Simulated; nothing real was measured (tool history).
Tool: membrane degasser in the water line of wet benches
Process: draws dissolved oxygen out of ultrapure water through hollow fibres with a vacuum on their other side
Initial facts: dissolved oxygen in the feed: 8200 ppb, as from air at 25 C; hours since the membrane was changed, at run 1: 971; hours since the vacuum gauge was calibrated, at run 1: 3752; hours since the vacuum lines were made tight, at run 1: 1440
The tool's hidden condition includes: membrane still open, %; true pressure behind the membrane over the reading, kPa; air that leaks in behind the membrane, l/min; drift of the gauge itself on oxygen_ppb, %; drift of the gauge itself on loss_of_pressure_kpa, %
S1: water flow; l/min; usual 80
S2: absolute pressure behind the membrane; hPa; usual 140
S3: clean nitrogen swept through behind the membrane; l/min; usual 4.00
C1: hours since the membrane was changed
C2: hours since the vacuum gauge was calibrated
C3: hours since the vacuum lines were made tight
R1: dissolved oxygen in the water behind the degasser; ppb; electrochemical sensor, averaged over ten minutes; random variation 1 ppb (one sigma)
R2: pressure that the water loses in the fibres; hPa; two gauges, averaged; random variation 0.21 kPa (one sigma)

{"run": 1, "hour": 0.0, "S1": 80, "S2": 140, "S3": 4.0, "C1": 971, "C2": 3752, "C3": 1440, "R1": 465.2, "R2": 474.7}
{"run": 2, "hour": 53.6, "S1": 80, "S2": 140, "S3": 4.0, "C1": 1025, "C2": 3805, "C3": 1494, "R1": 464.4, "R2": 473.1}
{"run": 3, "hour": 94.8, "S1": 80, "S2": 140, "S3": 4.0, "C1": 1066, "C2": 3847, "C3": 1535, "R1": 464.9, "R2": 475.6}
{"run": 4, "hour": 144.4, "S1": 80, "S2": 92, "S3": 4.0, "C1": 1116, "C2": 3896, "C3": 1585, "R1": 265.9, "R2": 476.7}
{"run": 5, "hour": 222.3, "S1": 80, "S2": 92, "S3": 4.0, "C1": 1194, "C2": 3974, "C3": 1663, "R1": 266.1, "R2": 476.3}
{"run": 6, "hour": 298.7, "S1": 80, "S2": 92, "S3": 4.0, "C1": 1270, "C2": 4050, "C3": 1739, "R1": 266.1, "R2": 473.2}
{"run": 7, "hour": 351.6, "S1": 80, "S2": 92, "S3": 4.0, "C1": 1323, "C2": 4103, "C3": 1792, "R1": 266.8, "R2": 474.5}
{"run": 8, "hour": 425.5, "S1": 88, "S2": 140, "S3": 4.0, "C1": 1397, "C2": 4177, "C3": 1866, "R1": 504.4, "R2": 522.9}
{"run": 9, "hour": 468.3, "S1": 80, "S2": 343, "S3": 4.0, "C1": 1439, "C2": 4220, "C3": 1909, "R1": 1206.4, "R2": 475.8}
{"run": 10, "hour": 512.6, "S1": 80, "S2": 142, "S3": 4.0, "C1": 1484, "C2": 4264, "C3": 1953, "R1": 472.3, "R2": 476.1}
{"run": 11, "hour": 572.6, "S1": 80, "S2": 140, "S3": 8.77, "C1": 1544, "C2": 4324, "C3": 2013, "R1": 231.7, "R2": 479.9}
{"run": 12, "hour": 645.3, "S1": 80, "S2": 140, "S3": 4.0, "C1": 1617, "C2": 4397, "C3": 2086, "R1": 462.9, "R2": 476.4}
{"run": 13, "hour": 703.0, "S1": 80, "S2": 140, "S3": 4.0, "C1": 1674, "C2": 4455, "C3": 2143, "R1": 463.5, "R2": 477.4}
{"run": 14, "hour": 778.8, "S1": 80, "S2": 140, "S3": 4.0, "C1": 1750, "C2": 4531, "C3": 2219, "R1": 463.1, "R2": 479.1}
{"run": 15, "hour": 814.4, "S1": 80, "S2": 140, "S3": 4.0, "C1": 1786, "C2": 4566, "C3": 2255, "R1": 464.4, "R2": 479.4}
{"run": 16, "hour": 889.1, "S1": 80, "S2": 139, "S3": 4.0, "C1": 1860, "C2": 4641, "C3": 2330, "R1": 457.7, "R2": 474.7}
{"run": 17, "hour": 951.4, "S1": 80, "S2": 139, "S3": 4.0, "C1": 1923, "C2": 4703, "C3": 2392, "R1": 461.3, "R2": 481.2}
{"run": 18, "hour": 1036.2, "S1": 56, "S2": 286, "S3": 1.62, "C1": 2007, "C2": 4788, "C3": 2477, "R1": 1534.5, "R2": 334.4}
{"run": 19, "hour": 1108.7, "S1": 84, "S2": 286, "S3": 1.62, "C1": 2080, "C2": 4860, "C3": 2549, "R1": 2017.8, "R2": 502.6}
{"run": 20, "hour": 1182.9, "S1": 72, "S2": 140, "S3": 6.74, "C1": 2154, "C2": 4935, "C3": 2623, "R1": 267.1, "R2": 429.9}
{"hour": 1233.6, "done": "vacuum gauge calibrated"}
{"run": 21, "hour": 1251.7, "S1": 75, "S2": 252, "S3": 6.08, "C1": 2222, "C2": 18, "C3": 2692, "R1": 592.6, "R2": 449.7}
{"run": 22, "hour": 1336.1, "S1": 75, "S2": 140, "S3": 4.0, "C1": 2307, "C2": 103, "C3": 2776, "R1": 436.2, "R2": 447.7}
{"run": 23, "hour": 1403.1, "S1": 80, "S2": 104, "S3": 5.23, "C1": 2374, "C2": 170, "C3": 2843, "R1": 249.0, "R2": 477.4}
{"run": 24, "hour": 1469.9, "S1": 80, "S2": 104, "S3": 5.23, "C1": 2441, "C2": 236, "C3": 2910, "R1": 248.6, "R2": 480.8}
{"run": 25, "hour": 1528.4, "S1": 55, "S2": 207, "S3": 2.71, "C1": 2499, "C2": 295, "C3": 2968, "R1": 731.7, "R2": 331.8}
{"run": 26, "hour": 1585.7, "S1": 68, "S2": 140, "S3": 4.0, "C1": 2556, "C2": 352, "C3": 3026, "R1": 400.0, "R2": 405.3}
{"run": 27, "hour": 1656.9, "S1": 68, "S2": 140, "S3": 4.0, "C1": 2628, "C2": 423, "C3": 3097, "R1": 400.9, "R2": 409.1}
{"run": 28, "hour": 1725.1, "S1": 126, "S2": 157, "S3": 4.0, "C1": 2696, "C2": 492, "C3": 3165, "R1": 782.0, "R2": 753.6}
{"run": 29, "hour": 1778.1, "S1": 82, "S2": 239, "S3": 5.25, "C1": 2749, "C2": 545, "C3": 3218, "R1": 686.6, "R2": 485.2}
{"run": 30, "hour": 1853.9, "S1": 53, "S2": 188, "S3": 4.0, "C1": 2825, "C2": 620, "C3": 3294, "R1": 458.4, "R2": 318.0}
{"run": 31, "hour": 1937.2, "S1": 84, "S2": 140, "S3": 2.53, "C1": 2908, "C2": 704, "C3": 3377, "R1": 697.7, "R2": 500.8}

Branching from run 31: 5 alternative next runs. What would each branch give?
{"run": "A", "hour": 2003.9, "S1": 48, "S2": 180, "S3": 1.65, "C1": 2975, "C2": 770, "C3": 3444, "R1": "?", "R2": "?"}
{"run": "B", "hour": 2003.9, "S1": 76, "S2": 84, "S3": 2.53, "C1": 2975, "C2": 770, "C3": 3444, "R1": "?", "R2": "?"}
{"run": "C", "hour": 2003.9, "S1": 84, "S2": 140, "S3": 1.72, "C1": 2975, "C2": 770, "C3": 3444, "R1": "?", "R2": "?"}
{"run": "D", "hour": 2003.9, "S1": 80, "S2": 121, "S3": 2.4, "C1": 2975, "C2": 770, "C3": 3444, "R1": "?", "R2": "?"}
{"run": "E", "hour": 2003.9, "S1": 84, "S2": 110, "S3": 2.53, "C1": 2975, "C2": 770, "C3": 3444, "R1": "?", "R2": "?"}

run=A R1=836.2 R2=288.7
run=B R1=322.0 R2=452.7
run=C R1=928.8 R2=505.6
run=D R1=582.4 R2=476.3
run=E R1=515.6 R2=501.1
Had the tool no hidden state, the same runs would have come out as:
run=A R1=832.5 R2=285.5
run=B R1=319.2 R2=447.6
run=C R1=925.7 R2=499.9
run=D R1=579.5 R2=470.9
run=E R1=512.6 R2=495.5

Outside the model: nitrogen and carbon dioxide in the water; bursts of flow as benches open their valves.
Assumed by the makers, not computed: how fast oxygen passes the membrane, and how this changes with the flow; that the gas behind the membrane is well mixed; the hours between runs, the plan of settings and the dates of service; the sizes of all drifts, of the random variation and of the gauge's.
